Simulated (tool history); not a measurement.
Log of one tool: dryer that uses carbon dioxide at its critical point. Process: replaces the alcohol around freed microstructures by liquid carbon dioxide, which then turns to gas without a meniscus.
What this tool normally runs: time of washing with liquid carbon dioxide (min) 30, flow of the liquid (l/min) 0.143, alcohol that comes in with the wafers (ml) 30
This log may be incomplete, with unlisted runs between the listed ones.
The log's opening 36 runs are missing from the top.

run,day,time of washing with liquid carbon dioxide (min),flow of the liquid (l/min),alcohol that comes in with the wafers (ml),alcohol left in the vessel before it's heated (ppm by volume)
37,35.262,25,0.224,42,258
38,36.167,21,0.143,30,1713
39,37.142,40,0.143,30,265
40,38.208,30,0.143,30,579
41,39.554,44,0.209,30,220
# day 40.171: inlet filter changed
42,40.733,30,0.143,120,793
43,41.321,30,0.124,25,504
44,42.312,27,0.218,45,246
45,43.021,27,0.218,45,251
46,44.083,27,0.218,45,256

Predict each of these 3 candidate next runs independently; none follows another, all start after run 46:
A,45.292,23,0.19,30,?
B,45.292,23,0.218,45,?
C,45.292,30,0.098,82,?

run,alcohol left in the vessel before it's heated (ppm by volume)
A,384
B,327
C,3816
With no hidden state in the tool, these same runs would have given:
run,alcohol left in the vessel before it's heated (ppm by volume)
A,109
B,66
C,2897
